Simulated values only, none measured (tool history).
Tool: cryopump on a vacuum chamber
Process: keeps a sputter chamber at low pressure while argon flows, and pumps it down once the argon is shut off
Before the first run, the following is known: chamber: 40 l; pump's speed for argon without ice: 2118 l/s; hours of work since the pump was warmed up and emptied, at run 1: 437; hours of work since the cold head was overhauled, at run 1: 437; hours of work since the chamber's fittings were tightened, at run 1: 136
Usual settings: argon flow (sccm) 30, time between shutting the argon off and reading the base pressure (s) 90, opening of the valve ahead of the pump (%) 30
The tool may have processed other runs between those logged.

run	hour	argon flow (sccm)	time between shutting the argon off and reading the base pressure (s)	opening of the valve ahead of the pump (%)	hours of work since the pump was warmed up and emptied	hours of work since the cold head was overhauled	hours of work since the chamber's fittings were tightened	pressure while argon flows (Pa)	pressure after the wait (uPa)
1	0.0	30	90	30	437	437	136	0.0894	0.62
2	15.8	30	82	30	448	448	147	0.0894	0.68
3	26.7	30	82	30	456	456	154	0.0907	0.71
4	38.6	30	40	30	464	464	163	0.0905	1.03
5	48.5	30	40	30	471	471	169	0.0906	1.08
6	59.6	30	90	30	478	478	177	0.0898	0.65
7	76.3	30	90	30	490	490	188	0.0906	0.68
8	91.6	30	95	30	500	500	199	0.0923	0.66
9	99.4	30	95	30	505	505	204	0.0921	0.69
10	109.8	30	90	30	513	513	211	0.0903	0.75
11	121.2	30	90	30	520	520	219	0.0927	0.71
12	128.9	30	90	30	526	526	224	0.0916	0.72
13	136.3	30	90	30	531	531	230	0.0921	0.69
14	149.2	30	90	30	540	540	238	0.0907	0.71
15	160.7	30	90	30	547	547	246	0.0932	0.68
16	174.1	53	90	26	557	557	255	0.1868	0.74
# hour 188.4: pump warmed up, emptied and cooled again
17	192.3	39	299	16	3	566	264	0.1955	0.35
18	209.1	36	46	16	14	577	276	0.1788	0.93
19	220.9	28	50	30	22	585	284	0.0741	0.84

For run 20, what comes out?
20	237.6	26	58	39	34	597	295	?	?

For run 20 the tool returned pressure while argon flows (Pa) 0.0540, pressure after the wait (uPa) 0.76.
If the tool had no hidden condition, the same run with the same run-to-run variation would have returned pressure while argon flows (Pa) 0.0533, pressure after the wait (uPa) 0.63.
